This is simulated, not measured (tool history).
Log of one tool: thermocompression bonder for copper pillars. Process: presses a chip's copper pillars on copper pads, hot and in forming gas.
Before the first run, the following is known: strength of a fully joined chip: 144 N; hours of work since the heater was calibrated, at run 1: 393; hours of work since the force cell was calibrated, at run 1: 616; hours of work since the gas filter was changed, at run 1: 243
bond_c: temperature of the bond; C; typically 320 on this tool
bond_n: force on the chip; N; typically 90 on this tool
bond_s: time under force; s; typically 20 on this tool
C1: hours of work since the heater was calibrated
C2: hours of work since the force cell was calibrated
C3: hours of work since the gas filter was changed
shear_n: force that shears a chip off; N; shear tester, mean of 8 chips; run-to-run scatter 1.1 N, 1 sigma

run 1 day=0.000 | bond_c=320 bond_n=90 bond_s=20 | C1=393 C2=616 C3=243 | shear_n=88.5
run 2 day=1.167 | bond_c=320 bond_n=90 bond_s=20 | C1=412 C2=635 C3=262 | shear_n=86.4
run 3 day=1.888 | bond_c=294 bond_n=90 bond_s=20 | C1=424 C2=647 C3=273 | shear_n=65.4
run 4 day=2.429 | bond_c=320 bond_n=90 bond_s=28 | C1=433 C2=655 C3=282 | shear_n=94.7
run 5 day=3.233 | bond_c=320 bond_n=90 bond_s=28 | C1=446 C2=669 C3=296 | shear_n=92.0
run 6 day=3.971 | bond_c=320 bond_n=90 bond_s=28 | C1=458 C2=681 C3=308 | shear_n=93.1
-- day=4.092 forming gas filter changed
run 7 day=5.154 | bond_c=320 bond_n=90 bond_s=20 | C1=477 C2=700 C3=17 | shear_n=91.1
run 8 day=5.788 | bond_c=320 bond_n=90 bond_s=20 | C1=487 C2=710 C3=28 | shear_n=89.3
run 9 day=6.475 | bond_c=320 bond_n=90 bond_s=20 | C1=499 C2=721 C3=39 | shear_n=90.8
run 10 day=7.217 | bond_c=334 bond_n=118 bond_s=25 | C1=511 C2=733 C3=51 | shear_n=120.1
run 11 day=8.017 | bond_c=316 bond_n=100 bond_s=20 | C1=524 C2=746 C3=64 | shear_n=89.0
-- day=8.233 force cell calibrated
run 12 day=9.142 | bond_c=328 bond_n=97 bond_s=19 | C1=541 C2=15 C3=82 | shear_n=101.2
run 13 day=9.867 | bond_c=328 bond_n=97 bond_s=19 | C1=553 C2=27 C3=93 | shear_n=100.1
run 14 day=10.550 | bond_c=328 bond_n=97 bond_s=19 | C1=564 C2=38 C3=105 | shear_n=97.0
run 15 day=11.717 | bond_c=311 bond_n=100 bond_s=33 | C1=583 C2=57 C3=124 | shear_n=100.2

Table of differences, measured result less the result of that run with no hidden state. Run-to-run variation is the same in both. Gauge scatter possibly is not:
Hidden state at play: true temperature of the bond over the reading, C; force that reaches the chip, % of what is set; oxide that the forming gas leaves, % of the face; drift of the gauge itself on shear_n, %.
run=1 shear_n=-10.3
run=2 shear_n=-10.7
run=3 shear_n=-9.5
run=4 shear_n=-11.9
run=5 shear_n=-12.1
run=6 shear_n=-12.7
run=7 shear_n=-5.6
run=8 shear_n=-5.8
run=9 shear_n=-6.2
run=10 shear_n=-5.8
run=11 shear_n=-7.0
run=12 shear_n=-5.0
run=13 shear_n=-5.3
run=14 shear_n=-5.6
run=15 shear_n=-6.4
